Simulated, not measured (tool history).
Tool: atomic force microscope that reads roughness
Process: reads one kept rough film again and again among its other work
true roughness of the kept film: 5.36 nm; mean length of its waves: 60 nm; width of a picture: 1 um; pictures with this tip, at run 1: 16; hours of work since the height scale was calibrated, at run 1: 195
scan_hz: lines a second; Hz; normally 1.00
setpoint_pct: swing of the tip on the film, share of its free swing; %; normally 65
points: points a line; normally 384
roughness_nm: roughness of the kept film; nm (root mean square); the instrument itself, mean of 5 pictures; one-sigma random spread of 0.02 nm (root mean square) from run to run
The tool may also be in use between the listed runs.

run,hour,scan_hz,setpoint_pct,points,pictures with this tip,hours of work since the height scale was calibrated,roughness_nm
1,0.0,1.00,65,384,16,195,4.889
2,23.1,1.00,65,384,42,207,4.876
3,42.9,1.00,65,294,65,216,4.791
4,69.2,1.00,65,294,95,229,4.741
5,89.9,1.00,65,294,119,239,4.740
6,123.5,1.00,65,294,157,255,4.667
7,149.3,1.00,65,294,187,268,4.650
8,174.3,1.00,73,384,216,280,4.554
9,191.1,1.00,73,384,235,288,4.487
10,213.2,1.00,73,384,260,299,4.471
11,230.4,1.00,73,384,280,307,4.419
12,246.0,3.22,65,384,298,315,4.240
13,261.5,3.22,65,384,316,322,4.249
# hour 280.3: new tip fitted
14,296.5,3.22,65,384,18,339,4.701
15,324.5,3.22,65,384,50,353,4.599
16,351.9,3.22,65,384,82,366,4.554
17,383.4,3.22,65,384,118,381,4.523
18,415.3,3.22,65,384,155,397,4.457
# hour 418.4: height scale calibrated on a step standard
19,451.0,0.57,70,355,194,16,4.634
20,471.6,1.69,81,372,218,26,4.271
# hour 476.8: height scale calibrated on a step standard, once more
21,504.3,1.69,81,372,254,13,4.244
22,528.2,0.67,69,581,282,25,4.528
23,558.2,1.38,65,940,316,40,4.439
# hour 575.6: new tip fitted
24,583.4,1.83,65,384,9,51,4.821
25,614.0,1.06,60,384,44,66,4.903
26,645.4,1.00,56,384,80,82,4.851
27,662.5,1.33,72,624,99,90,4.682
28,682.9,1.33,72,624,123,100,4.621
29,715.5,1.33,72,624,160,116,4.529
30,739.9,1.40,63,545,188,127,4.606
31,767.2,1.40,63,545,219,141,4.532
32,788.3,1.00,73,384,244,151,4.473
33,804.0,0.51,84,384,262,159,4.455
34,824.1,0.51,84,384,285,168,4.450
35,841.2,0.51,84,384,304,177,4.410

How would selected steps in roughness_nm from run to run divide? Give the signed amount a tool lacking its hidden state would still show from settings, what came in and random variation, and the signed amount left for the hidden state, including any gauge scatter that is not in both of the compared results.
Hidden conditions of the tool in this case: radius of the tip, nm; height scale over the true one, %; drift of the gauge itself on roughness_nm, %.
Run 13 -> 14: new tip fitted. roughness_nm +0.452 nm (root mean square): hidden state +0.421, all else +0.031.
Run 18 -> 19: scan_hz 3.22 -> 0.57, setpoint_pct 65 -> 70, points 384 -> 355, height scale calibrated on a step standard. roughness_nm +0.177 nm (root mean square): hidden state -0.072, all else +0.249.
Run 19 -> 20: scan_hz 0.57 -> 1.69, setpoint_pct 70 -> 81, points 355 -> 372. roughness_nm -0.363 nm (root mean square): hidden state -0.010, all else -0.353.
Run 23 -> 24: scan_hz 1.38 -> 1.83, points 940 -> 384, new tip fitted. roughness_nm +0.382 nm (root mean square): hidden state +0.461, all else -0.079.
